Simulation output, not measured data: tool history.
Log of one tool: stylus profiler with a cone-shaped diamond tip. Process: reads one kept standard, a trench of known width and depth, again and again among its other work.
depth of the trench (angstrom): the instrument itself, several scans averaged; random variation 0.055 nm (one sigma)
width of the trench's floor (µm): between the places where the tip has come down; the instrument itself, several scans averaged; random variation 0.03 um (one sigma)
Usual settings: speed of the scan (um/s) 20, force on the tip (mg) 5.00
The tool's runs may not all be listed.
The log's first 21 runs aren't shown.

run    hour  speed of the scan (um/s)  force on the tip (mg)  scans with this tip  hours of work since the height scale was calibrated  depth of the trench (angstrom)  width of the trench's floor (µm)
 22  1616.8                        61                   5.00                14651                                                  112                          2025.2                             17.73
 23  1673.6                        61                   5.00                15192                                                  156                          2025.6                             17.70
 24  1793.9                        61                   5.00                16337                                                  249                          2026.7                             17.61
 25  1876.1                         7                   2.20                17119                                                  312                          2017.3                             17.80
 26  1943.8                        20                   4.35                17764                                                  365                          2024.7                             17.74
 27  2009.9                        32                   2.29                18392                                                  416                          2017.2                             17.69
 28  2076.5                        28                   5.29                19026                                                  468                          2028.0                             17.69
 29  2128.6                        28                   5.29                19522                                                  508                          2028.4                             17.69
 30  2195.2                        28                   5.29                20156                                                  560                          2029.3                             17.64
 31  2281.6                        57                  14.81                20978                                                  626                          2056.0                             17.73

Run 32 comes next. What will it give?
 32  2373.8                        57                  14.81                21856                                                  698                               ?                                 ?

{"run 32": {"depth of the trench (angstrom)": 2055.8, "width of the trench's floor (µm)": 17.63}}
Without the tool's hidden state the same run would have given depth of the trench (angstrom) 2051.0, width of the trench's floor (µm) 18.16.
